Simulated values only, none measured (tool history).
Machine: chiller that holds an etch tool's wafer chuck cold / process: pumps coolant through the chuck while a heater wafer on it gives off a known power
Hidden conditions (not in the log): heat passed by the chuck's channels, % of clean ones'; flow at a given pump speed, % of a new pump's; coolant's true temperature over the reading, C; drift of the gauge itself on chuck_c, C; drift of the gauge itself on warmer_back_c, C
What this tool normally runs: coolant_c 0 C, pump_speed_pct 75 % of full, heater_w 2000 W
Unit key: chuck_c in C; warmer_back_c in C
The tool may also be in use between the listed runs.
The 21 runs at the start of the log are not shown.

run	hour	coolant_c	pump_speed_pct	heater_w	hours since the coolant was changed and the channels were flushed	hours since the pump was overhauled	hours since the chiller's thermometer was calibrated	chuck_c	warmer_back_c
22	1362.9	-2	75	1002	7516	1372	709	6.1	3.16
23	1417.3	-2	75	1002	7570	1427	763	6.3	3.22
24	1468.7	-2	75	1002	7622	1478	814	6.3	3.16
25	1507.3	9	85	1016	7660	1517	853	16.7	2.84
26	1574.9	9	85	1016	7728	1584	921	16.5	2.81
27	1609.8	9	79	1046	7763	1619	955	17.2	3.19
28	1649.2	9	79	1046	7802	1659	995	17.2	3.18
29	1719.6	0	75	1406	7873	1729	1065	11.5	4.52
30	1784	0	75	1406	7937	1793	1130	11.5	4.54
31	1867.7	-8	61	2510	8021	1877	1213	17.6	10.12
32	1909.1	2	77	1099	8062	1918	1255	10.8	3.37

Branching from run 32: 4 alternative next runs. What would each branch give?
A	1958.8	-7	77	2329	8112	1968	1304	?	?
B	1958.8	0	78	1338	8112	1968	1304	?	?
C	1958.8	2	75	2000	8112	1968	1304	?	?
D	1958.8	-9	66	2000	8112	1968	1304	?	?

run	chuck_c	warmer_back_c
A	12	7.26
B	10.6	4.14
C	18.7	6.38
D	9.8	7.41
Had the tool no hidden state, the same runs would have come out as:
run	chuck_c	warmer_back_c
A	8.9	7.05
B	8.9	4.02
C	16	6.19
D	6.8	7.19
